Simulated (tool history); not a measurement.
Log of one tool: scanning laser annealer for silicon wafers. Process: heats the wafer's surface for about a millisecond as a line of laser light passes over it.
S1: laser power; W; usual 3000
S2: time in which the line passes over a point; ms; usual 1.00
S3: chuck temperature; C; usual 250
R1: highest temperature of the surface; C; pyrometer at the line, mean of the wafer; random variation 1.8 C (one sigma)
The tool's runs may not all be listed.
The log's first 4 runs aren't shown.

run 5 hour=28.5 | S1=3089 S2=1.00 S3=250 | R1=1007
run 6 hour=34.2 | S1=3089 S2=1.00 S3=250 | R1=1003
run 7 hour=43.2 | S1=3000 S2=1.00 S3=250 | R1=983
run 8 hour=50.5 | S1=3000 S2=1.00 S3=250 | R1=981
run 9 hour=56.3 | S1=2810 S2=1.00 S3=250 | R1=928
run 10 hour=62.6 | S1=2810 S2=1.00 S3=250 | R1=927
run 11 hour=74.8 | S1=2810 S2=1.00 S3=250 | R1=929
run 12 hour=85.1 | S1=3000 S2=1.00 S3=250 | R1=976
run 13 hour=93.1 | S1=2726 S2=1.00 S3=250 | R1=904
run 14 hour=100.6 | S1=3000 S2=1.00 S3=250 | R1=979
run 15 hour=113.0 | S1=3000 S2=1.00 S3=250 | R1=975
run 16 hour=121.8 | S1=2703 S2=1.00 S3=250 | R1=898
run 17 hour=128.4 | S1=2703 S2=1.00 S3=250 | R1=895
run 18 hour=137.8 | S1=2703 S2=1.00 S3=250 | R1=894
-- hour=146.2 window over the wafer cleaned
run 19 hour=149.6 | S1=3080 S2=0.92 S3=229 | R1=982
run 20 hour=162.2 | S1=3080 S2=0.92 S3=229 | R1=981
run 21 hour=169.3 | S1=2597 S2=0.72 S3=215 | R1=764
run 22 hour=179.9 | S1=3000 S2=1.21 S3=250 | R1=1084
run 23 hour=189.2 | S1=3000 S2=1.21 S3=250 | R1=1084
run 24 hour=199.3 | S1=3000 S2=0.82 S3=220 | R1=910
run 25 hour=207.0 | S1=3000 S2=0.82 S3=219 | R1=908

Forecast run 26:
run 26 hour=212.9 | S1=3082 S2=0.92 S3=245 | R1=?

Run 26 gave R1 994 C.
Without the tool's hidden state the same run would have given R1 1004 C.
